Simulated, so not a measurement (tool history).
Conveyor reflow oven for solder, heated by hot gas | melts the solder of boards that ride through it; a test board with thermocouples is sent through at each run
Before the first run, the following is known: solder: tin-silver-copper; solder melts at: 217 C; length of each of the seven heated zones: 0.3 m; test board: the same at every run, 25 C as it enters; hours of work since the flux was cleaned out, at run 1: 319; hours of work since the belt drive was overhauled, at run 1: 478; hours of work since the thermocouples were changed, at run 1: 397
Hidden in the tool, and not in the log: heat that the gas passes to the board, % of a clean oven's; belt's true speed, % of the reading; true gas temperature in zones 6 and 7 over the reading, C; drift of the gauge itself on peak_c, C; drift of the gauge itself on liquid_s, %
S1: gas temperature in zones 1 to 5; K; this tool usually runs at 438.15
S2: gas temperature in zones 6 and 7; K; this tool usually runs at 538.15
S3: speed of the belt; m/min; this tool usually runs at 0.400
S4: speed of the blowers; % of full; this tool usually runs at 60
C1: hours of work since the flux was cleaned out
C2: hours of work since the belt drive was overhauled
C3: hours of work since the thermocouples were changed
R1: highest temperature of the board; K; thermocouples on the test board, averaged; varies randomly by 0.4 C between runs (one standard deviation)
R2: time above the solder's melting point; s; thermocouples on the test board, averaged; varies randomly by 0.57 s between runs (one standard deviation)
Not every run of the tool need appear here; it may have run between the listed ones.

run 1 hour=0.0 | S1=438.15 S2=538.15 S3=0.400 S4=60 | C1=319 C2=478 C3=397 | R1=517.55 R2=54.3
run 2 hour=53.0 | S1=438.15 S2=538.15 S3=0.400 S4=60 | C1=341 C2=500 C3=419 | R1=517.65 R2=55.0
run 3 hour=91.4 | S1=438.15 S2=538.15 S3=0.400 S4=60 | C1=357 C2=517 C3=435 | R1=517.65 R2=55.3
run 4 hour=151.3 | S1=438.15 S2=538.15 S3=0.400 S4=60 | C1=382 C2=542 C3=460 | R1=517.15 R2=55.2
run 5 hour=212.3 | S1=438.15 S2=538.15 S3=0.400 S4=60 | C1=408 C2=567 C3=486 | R1=517.15 R2=55.3
run 6 hour=242.7 | S1=438.15 S2=538.15 S3=0.400 S4=60 | C1=420 C2=580 C3=499 | R1=517.05 R2=54.9
run 7 hour=282.8 | S1=438.15 S2=538.15 S3=0.441 S4=60 | C1=437 C2=597 C3=516 | R1=512.75 R2=43.5
run 8 hour=333.4 | S1=438.15 S2=538.15 S3=0.400 S4=78 | C1=458 C2=618 C3=537 | R1=520.45 R2=58.9
run 9 hour=366.2 | S1=438.15 S2=538.15 S3=0.400 S4=78 | C1=472 C2=632 C3=551 | R1=519.85 R2=57.8
run 10 hour=416.6 | S1=438.15 S2=538.15 S3=0.400 S4=78 | C1=493 C2=653 C3=572 | R1=519.25 R2=57.8
-- hour=426.9 flux residue cleaned out of gas plates and filters
run 11 hour=456.2 | S1=438.15 S2=538.15 S3=0.400 S4=78 | C1=12 C2=667 C3=586 | R1=524.55 R2=64.9
run 12 hour=500.8 | S1=438.15 S2=538.15 S3=0.400 S4=78 | C1=31 C2=686 C3=605 | R1=524.05 R2=63.9
run 13 hour=570.0 | S1=438.15 S2=538.15 S3=0.398 S4=60 | C1=60 C2=715 C3=634 | R1=520.55 R2=60.3
run 14 hour=620.4 | S1=438.15 S2=538.15 S3=0.398 S4=60 | C1=81 C2=736 C3=655 | R1=520.65 R2=58.7
run 15 hour=687.1 | S1=438.15 S2=538.15 S3=0.400 S4=60 | C1=109 C2=764 C3=683 | R1=520.65 R2=59.3
run 16 hour=717.9 | S1=438.15 S2=538.15 S3=0.400 S4=60 | C1=122 C2=777 C3=696 | R1=520.25 R2=60.1
run 17 hour=788.0 | S1=438.15 S2=538.15 S3=0.400 S4=67 | C1=151 C2=806 C3=725 | R1=520.75 R2=61.4
run 18 hour=839.4 | S1=438.15 S2=550.15 S3=0.392 S4=58 | C1=173 C2=828 C3=747 | R1=531.35 R2=68.8
run 19 hour=886.6 | S1=438.15 S2=538.15 S3=0.413 S4=60 | C1=193 C2=848 C3=767 | R1=518.45 R2=55.4
run 20 hour=944.8 | S1=438.15 S2=538.15 S3=0.413 S4=60 | C1=217 C2=872 C3=791 | R1=519.25 R2=55.8
run 21 hour=995.7 | S1=438.15 S2=538.15 S3=0.413 S4=60 | C1=238 C2=893 C3=812 | R1=518.05 R2=55.0
run 22 hour=1031.7 | S1=438.15 S2=548.15 S3=0.400 S4=60 | C1=253 C2=909 C3=827 | R1=527.75 R2=66.7
run 23 hour=1101.3 | S1=423.15 S2=531.15 S3=0.400 S4=60 | C1=283 C2=938 C3=857 | R1=510.65 R2=42.1
run 24 hour=1158.9 | S1=423.15 S2=531.15 S3=0.400 S4=60 | C1=307 C2=962 C3=881 | R1=510.75 R2=42.8
run 25 hour=1219.1 | S1=423.15 S2=531.15 S3=0.400 S4=60 | C1=332 C2=987 C3=906 | R1=510.15 R2=40.7
run 26 hour=1251.9 | S1=423.15 S2=531.15 S3=0.400 S4=60 | C1=346 C2=1001 C3=920 | R1=509.95 R2=42.0
run 27 hour=1293.2 | S1=438.15 S2=538.15 S3=0.357 S4=60 | C1=363 C2=1018 C3=937 | R1=523.05 R2=71.3

Predict the results of run 28:
run 28 hour=1365.7 | S1=440.15 S2=529.15 S3=0.396 S4=60 | C1=393 C2=1049 C3=967 | R1=? R2=?

{"run 28": {"R1": 512.05, "R2": 50.8}}
Take away the tool's hidden state, keep the run-to-run variation as it was, and the same run would have given R1 512.95 K, R2 51.9 s.
